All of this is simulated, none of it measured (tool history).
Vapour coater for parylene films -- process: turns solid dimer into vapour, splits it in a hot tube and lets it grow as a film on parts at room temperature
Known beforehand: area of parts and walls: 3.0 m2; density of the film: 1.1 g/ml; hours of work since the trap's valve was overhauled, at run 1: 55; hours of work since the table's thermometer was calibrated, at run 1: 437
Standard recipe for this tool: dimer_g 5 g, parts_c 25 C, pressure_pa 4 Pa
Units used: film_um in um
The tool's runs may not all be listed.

run,day,dimer_g,parts_c,pressure_pa,hours of work since the trap's valve was overhauled,hours of work since the table's thermometer was calibrated,film_um
1,0,5,25,4,55,437,0.809
2,3.425,5,25,4,95,476,0.804
3,6.312,5,25,4,128,509,0.809
4,8.975,5,25,4,158,540,0.803
5,10.879,5,25,4,180,562,0.792
6,12.329,5,25,4,196,578,0.792
7,15.792,5,21,4,236,618,0.942
8,18.112,5,21,4,263,645,0.939
9,20.221,4,25,4,287,669,0.623
10,22.821,4,25,4,317,698,0.63
11,25.825,5,25,4,351,733,0.768
12,28.979,5,31,8.44,387,769,0.553
# day 29.575: trap's valve overhauled
13,31.642,5,31,8.44,24,797,0.581
14,33.446,5,25,4,44,818,0.81
15,35.021,4,19,4.05,62,836,0.847
# day 37.058: table's thermometer calibrated
16,37.354,4,19,4.05,89,3,0.857
17,40.117,5,19,2.87,120,35,1.107
18,42.783,5,19,2.87,151,66,1.095
19,46.008,5,20,3.52,188,102,1.013
20,48.425,5,32,4,215,130,0.582
21,51.404,5,32,4,249,164,0.584
22,53.371,5,32,4,272,187,0.572

What differs in the tool's unlogged condition from the final listed run ahead of each entry between runs to the first listed run following it?
Logged between run 12 and run 13: trap's valve overhauled (day 29.575)
  vapour lost through the trap's worn valve, %: 6.5 -> 0.6; true temperature of the parts over the reading, C: 0.42 -> 0.44
  measured minus no-state result, film_um: -0.05 -> -0.015 um
Logged between run 15 and run 16: table's thermometer calibrated (day 37.058)
  vapour lost through the trap's worn valve, %: 1.1 -> 1.5; true temperature of the parts over the reading, C: 0.47 -> -0.05
  measured minus no-state result, film_um: -0.028 -> -0.011 um
